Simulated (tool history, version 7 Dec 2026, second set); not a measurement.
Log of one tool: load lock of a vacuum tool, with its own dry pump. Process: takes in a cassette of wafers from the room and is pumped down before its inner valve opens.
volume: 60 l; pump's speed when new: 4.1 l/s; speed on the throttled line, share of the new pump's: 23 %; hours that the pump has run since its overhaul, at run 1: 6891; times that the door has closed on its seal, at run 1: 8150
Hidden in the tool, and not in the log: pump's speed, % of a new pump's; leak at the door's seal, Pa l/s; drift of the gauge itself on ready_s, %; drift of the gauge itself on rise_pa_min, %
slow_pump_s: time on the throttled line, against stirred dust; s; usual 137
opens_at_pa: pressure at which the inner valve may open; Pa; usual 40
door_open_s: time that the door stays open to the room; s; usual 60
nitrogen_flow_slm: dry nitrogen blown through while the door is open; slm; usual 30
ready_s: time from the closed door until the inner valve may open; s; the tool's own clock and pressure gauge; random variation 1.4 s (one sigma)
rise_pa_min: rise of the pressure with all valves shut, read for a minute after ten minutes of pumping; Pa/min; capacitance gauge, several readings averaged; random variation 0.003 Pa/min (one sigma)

run	hour	slow_pump_s	opens_at_pa	door_open_s	nitrogen_flow_slm	hours that the pump has run since its overhaul	times that the door has closed on its seal	incoming humidity of the room's air, %	ready_s	rise_pa_min
1	0	137	40	60	30	6891	8150	44.6	220.4	0.009
2	249.3	137	40	60	30	7140	8952	48	220.1	0.015
3	505.8	137	40	60	30	7396	9777	45.5	217.5	0.011
4	702.3	137	40	60	30	7593	10409	45.7	221.2	0.015
5	872.6	137	40	60	30	7763	10956	43.8	217.9	0.01
6	1059.7	137	40	52	30	7950	11558	47	220.6	0.01
7	1202.1	137	40	52	30	8093	12016	45.3	221.9	0.015
8	1374.9	137	40	52	30	8266	12572	46.6	222.4	0.008
9	1644.4	137	40	60	31	8535	13438	45.3	222.7	0.016
10	1841.4	137	40	60	31	8732	14071	47.6	221.5	0.005
11	2080.1	137	40	60	30	8971	14839	43.3	220.3	0.011
12	2219.2	137	40	60	30	9110	15286	47.9	220.7	0.02
13	2509.2	137	53	169	7	9400	16219	46.4	215.4	0.035
14	2808.3	167	28	52	20	9699	17181	43.7	250.1	0.012
15	2953.9	167	28	52	20	9845	17649	45.1	247.9	0.017
16	3256.6	137	40	41	29	10147	18622	49.8	218.6	0.011
17	3570.9	137	40	41	29	10461	19633	44.1	221.2	0.009
18	3784.5	124	40	200	5	10675	20320	46.6	209.5	0.042
19	3988.9	137	30	55	9	10879	20977	43.1	223.5	0.025
20	4257.5	137	40	60	8	11148	21840	43.5	219.1	0.023
21	4464	227	40	60	14	11355	22505	47.7	287.9	0.017

Forecast each of these 5 alternatives for the next run:
A	4779.2	80	40	60	30	11670	23518	43.4	?	?
B	4779.2	137	40	73	35	11670	23518	43.7	?	?
C	4779.2	89	40	36	14	11670	23518	42.3	?	?
D	4779.2	227	63	53	14	11670	23518	50	?	?
E	4779.2	227	43	60	6	11670	23518	48.7	?	?

run	ready_s	rise_pa_min
A	176.4	0.007
B	220.6	0.016
C	183.2	0.01
D	282	0.015
E	287.6	0.024
Without the tool's hidden state the same runs would have given:
run	ready_s	rise_pa_min
A	176.3	0.006
B	220.5	0.015
C	183.1	0.009
D	281.9	0.014
E	287.5	0.023
